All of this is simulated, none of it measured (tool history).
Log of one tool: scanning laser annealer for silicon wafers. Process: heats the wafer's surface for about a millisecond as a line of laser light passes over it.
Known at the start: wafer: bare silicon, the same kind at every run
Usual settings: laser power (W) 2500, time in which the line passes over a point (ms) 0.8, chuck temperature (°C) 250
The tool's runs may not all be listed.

| run | hour | laser power (W) | time in which the line passes over a point (ms) | chuck temperature (°C) | highest temperature of the surface (°C) |
|---|---|---|---|---|---|
| 1 | 0 | 2500 | 0.8 | 250 | 1018 |
| 2 | 11.7 | 2500 | 0.62 | 250 | 919 |
| 3 | 25.8 | 2554 | 0.8 | 250 | 1036 |
| 4 | 36.8 | 2554 | 0.8 | 250 | 1035 |
| 5 | 48.8 | 2554 | 0.8 | 250 | 1036 |
| 6 | 59.9 | 2500 | 0.628 | 250 | 918 |
| 7 | 75.8 | 2500 | 0.628 | 250 | 921 |
| 8 | 83.7 | 2500 | 0.628 | 250 | 921 |
| 9 | 101.1 | 2389 | 0.8 | 250 | 969 |
| 10 | 116.1 | 2500 | 0.8 | 250 | 1011 |
| 11 | 134.6 | 2500 | 0.8 | 250 | 1010 |
| 12 | 148.7 | 2500 | 0.8 | 250 | 1010 |
| 13 | 156.1 | 2500 | 0.8 | 250 | 1008 |
|  | 165.7 | window over the wafer cleaned |
| 14 | 172.3 | 2500 | 0.8 | 250 | 970 |
| 15 | 186.6 | 2500 | 0.8 | 250 | 973 |
| 16 | 201.8 | 2500 | 0.8 | 250 | 968 |
|  | 210.1 | window over the wafer cleaned, once more |
| 17 | 212.1 | 2500 | 0.8 | 271 | 1080 |
| 18 | 222.6 | 2500 | 0.8 | 271 | 1075 |
| 19 | 230.3 | 2500 | 0.8 | 271 | 1077 |
| 20 | 242.2 | 2500 | 0.8 | 271 | 1076 |
| 21 | 254.5 | 2500 | 0.8 | 271 | 1076 |
| 22 | 263.6 | 2740 | 0.8 | 287 | 1184 |
| 23 | 280.7 | 2740 | 0.8 | 287 | 1179 |
| 24 | 294.2 | 2740 | 0.8 | 287 | 1180 |
| 25 | 306.8 | 2740 | 0.8 | 287 | 1176 |
| 26 | 320 | 2450 | 0.713 | 250 | 983 |
| 27 | 333.1 | 2450 | 0.713 | 250 | 986 |
| 28 | 350.1 | 2409 | 0.563 | 217 | 851 |
| 29 | 363.2 | 2537 | 0.59 | 232 | 919 |
| 30 | 376.8 | 2537 | 0.59 | 232 | 918 |
| 31 | 385.4 | 2526 | 0.8 | 223 | 1029 |
| 32 | 401.2 | 2613 | 0.632 | 231 | 967 |
| 33 | 416.8 | 2224 | 0.848 | 257 | 970 |
| 34 | 429.7 | 2224 | 0.848 | 257 | 970 |
| 35 | 444.8 | 2500 | 0.616 | 250 | 936 |
| 36 | 460.7 | 2202 | 0.616 | 275 | 866 |
| 37 | 471.3 | 2135 | 0.911 | 221 | 924 |
| 38 | 478.9 | 2741 | 0.958 | 270 | 1237 |
| 39 | 488.2 | 2741 | 0.958 | 286 | 1250 |
| 40 | 497.2 | 2667 | 0.861 | 214 | 1097 |
| 41 | 515 | 2500 | 0.699 | 240 | 971 |

Forecast each of these 4 alternatives for the next run:
| A | 530.6 | 2212 | 0.902 | 217 | ? |
| B | 530.6 | 2191 | 0.981 | 240 | ? |
| C | 530.6 | 2570 | 0.779 | 210 | ? |
| D | 530.6 | 2444 | 0.8 | 264 | ? |

| run | highest temperature of the surface (°C) |
|---|---|
| A | 943 |
| B | 989 |
| C | 1008 |
| D | 1026 |
Without the tool's hidden state the same runs would have given:
| run | highest temperature of the surface (°C) |
|---|---|
| A | 971 |
| B | 1018 |
| C | 1039 |
| D | 1056 |
